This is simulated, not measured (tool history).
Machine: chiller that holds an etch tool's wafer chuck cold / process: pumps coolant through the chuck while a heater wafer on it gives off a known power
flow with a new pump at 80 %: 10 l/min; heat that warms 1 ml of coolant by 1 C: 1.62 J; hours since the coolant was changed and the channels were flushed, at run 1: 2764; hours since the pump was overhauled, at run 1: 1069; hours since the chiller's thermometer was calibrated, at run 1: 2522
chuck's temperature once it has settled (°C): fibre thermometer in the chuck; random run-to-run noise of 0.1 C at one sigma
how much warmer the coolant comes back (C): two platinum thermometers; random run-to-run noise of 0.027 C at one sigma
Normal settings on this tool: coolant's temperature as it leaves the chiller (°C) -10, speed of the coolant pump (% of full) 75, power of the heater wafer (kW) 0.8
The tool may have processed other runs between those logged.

run,day,coolant's temperature as it leaves the chiller (°C),speed of the coolant pump (% of full),power of the heater wafer (kW),hours since the coolant was changed and the channels were flushed,hours since the pump was overhauled,hours since the chiller's thermometer was calibrated,chuck's temperature once it has settled (°C),how much warmer the coolant comes back (C)
1,0,-10,75,0.8,2764,1069,2522,-3.6,3.2
2,3.438,-10,75,0.8,2847,1152,2605,-3.6,3.2
3,10.45,-10,75,0.8,3015,1320,2773,-3.4,3.22
4,17.721,-10,75,0.8,3189,1494,2947,-3.3,3.27
5,24.321,-10,75,0.8,3348,1653,3106,-3.2,3.2
6,31.6,-4,75,0.8,3523,1827,3280,2.9,3.28
7,35.708,-10,72,0.8,3621,1926,3379,-2.8,3.41
8,38.746,-10,72,0.8,3694,1999,3452,-2.9,3.37
9,42.692,-5,72,0.8,3789,2094,3547,2.2,3.42
# day 45.358: chiller's thermometer calibrated
10,46.808,-5,72,0.8,3887,2191,35,2.5,3.39
11,50.617,0,73,0.8,3978,2283,126,7.4,3.35
12,54.275,-11,73,0.8,4066,2371,214,-3.6,3.35

What does the tool deliver on the next run?
13,58.612,-16,75,0.494,4170,2475,318,?,?

chuck's temperature once it has settled (°C): -10.9
how much warmer the coolant comes back (C): 2.02
Without the tool's hidden state the same run would have given chuck's temperature once it has settled (°C) -12.1, how much warmer the coolant comes back (C) 1.96.
